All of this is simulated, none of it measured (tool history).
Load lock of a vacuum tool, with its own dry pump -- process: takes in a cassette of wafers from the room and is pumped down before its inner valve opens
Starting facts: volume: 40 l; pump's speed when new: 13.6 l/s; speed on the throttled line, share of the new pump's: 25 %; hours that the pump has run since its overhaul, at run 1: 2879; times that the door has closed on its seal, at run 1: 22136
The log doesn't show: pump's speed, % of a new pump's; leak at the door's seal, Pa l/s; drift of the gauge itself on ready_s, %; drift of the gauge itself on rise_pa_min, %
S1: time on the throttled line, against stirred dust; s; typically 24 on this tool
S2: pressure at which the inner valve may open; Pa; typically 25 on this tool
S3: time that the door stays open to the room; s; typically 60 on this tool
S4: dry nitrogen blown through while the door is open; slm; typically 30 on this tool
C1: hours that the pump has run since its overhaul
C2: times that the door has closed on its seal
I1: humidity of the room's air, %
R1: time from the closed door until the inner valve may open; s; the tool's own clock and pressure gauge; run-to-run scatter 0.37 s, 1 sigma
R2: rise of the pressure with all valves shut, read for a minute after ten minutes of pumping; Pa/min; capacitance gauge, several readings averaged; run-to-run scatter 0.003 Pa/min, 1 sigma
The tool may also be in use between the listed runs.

run,day,S1,S2,S3,S4,C1,C2,I1,R1,R2
1,0.000,24,25,60,30,2879,22136,44.9,42.9,0.165
2,15.712,24,41,60,30,3256,22991,42.5,42.1,0.176
3,29.242,24,25,60,30,3581,23728,41.5,43.5,0.178
4,50.992,24,25,60,5,4103,24912,46.5,43.3,0.224
5,71.246,24,19,60,5,4589,26015,45.4,44.5,0.239
6,82.146,24,25,60,30,4850,26608,47.3,43.9,0.208
7,100.275,24,25,60,30,5285,27595,49.5,43.9,0.211
8,123.108,24,25,60,30,5833,28838,49.8,44.1,0.232
9,139.483,24,25,60,30,6226,29730,44.2,44.1,0.233
10,155.708,24,25,33,30,6616,30613,45.8,42.9,0.221
11,168.712,24,20,60,30,6928,31321,44.8,44.7,0.246
12,184.633,24,20,60,30,7310,32188,44.4,45.2,0.250
13,203.596,41,20,60,11,7765,33220,44.3,56.9,0.280
14,218.100,34,49,60,16,8113,34010,42.2,48.7,0.282
15,238.888,24,36,60,30,8612,35142,46.7,43.5,0.287
16,261.704,18,48,195,5,9160,36384,45.0,37.8,0.417
17,283.125,24,26,60,30,9674,37550,45.3,44.7,0.309
18,294.138,16,25,33,30,9938,38150,43.7,39.5,0.304

Each row is a separate what-if for the run after 18, all from the same tool condition, not one after another. Results?
A,305.362,22,25,33,30,10207,38761,42.3,?,?
B,305.362,16,21,144,18,10207,38761,46.8,?,?
C,305.362,16,18,33,30,10207,38761,44.9,?,?
D,305.362,24,21,112,30,10207,38761,46.1,?,?

run,R1,R2
A,43.3,0.313
B,40.3,0.379
C,41.3,0.318
D,45.0,0.349
Take away the tool's hidden state, keep each run's random variation, and the runs would have read:
run,R1,R2
A,40.7,0.031
B,37.3,0.101
C,38.3,0.033
D,42.4,0.067
